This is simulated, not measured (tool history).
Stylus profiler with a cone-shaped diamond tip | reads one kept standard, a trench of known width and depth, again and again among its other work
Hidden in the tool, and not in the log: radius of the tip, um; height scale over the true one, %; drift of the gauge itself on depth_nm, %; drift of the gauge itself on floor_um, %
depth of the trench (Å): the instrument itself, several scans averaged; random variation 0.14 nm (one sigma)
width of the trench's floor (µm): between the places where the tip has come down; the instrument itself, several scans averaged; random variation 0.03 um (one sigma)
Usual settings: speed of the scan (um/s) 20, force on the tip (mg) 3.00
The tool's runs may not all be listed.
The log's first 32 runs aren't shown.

run,hour,speed of the scan (um/s),force on the tip (mg),scans with this tip,hours of work since the height scale was calibrated,depth of the trench (Å),width of the trench's floor (µm)
33,1625.6,38,4.14,9200,1071,5104.4,95.68
34,1694.9,6,1.54,9670,1126,5061.1,95.69
35,1745.6,57,5.65,10014,1166,5126.4,95.55
36,1800.3,57,1.61,10385,1209,5062.5,95.35
37,1843.1,6,1.73,10675,1243,5066.8,95.53
# hour 1849.8: new tip fitted, height scale calibrated
38,1895.4,17,2.02,310,36,5058.2,97.23
39,1959.6,7,1.95,745,87,5055.4,97.17
40,1998.4,7,4.27,1008,117,5094.9,97.13
41,2051.5,48,2.70,1368,159,5069.6,96.90
42,2117.7,48,1.07,1817,211,5039.4,96.73

Forecast each of these 4 alternatives for the next run:
A,2157.0,15,1.06,2083,242,?,?
B,2157.0,14,3.63,2083,242,?,?
C,2157.0,66,5.36,2083,242,?,?
D,2157.0,48,3.24,2083,242,?,?

run,depth of the trench (Å),width of the trench's floor (µm)
A,5038.3,96.88
B,5086.8,96.90
C,5109.1,96.82
D,5079.7,96.83
Without the tool's hidden state the same runs would have given:
run,depth of the trench (Å),width of the trench's floor (µm)
A,5034.3,97.30
B,5082.7,97.32
C,5105.0,97.23
D,5075.6,97.25

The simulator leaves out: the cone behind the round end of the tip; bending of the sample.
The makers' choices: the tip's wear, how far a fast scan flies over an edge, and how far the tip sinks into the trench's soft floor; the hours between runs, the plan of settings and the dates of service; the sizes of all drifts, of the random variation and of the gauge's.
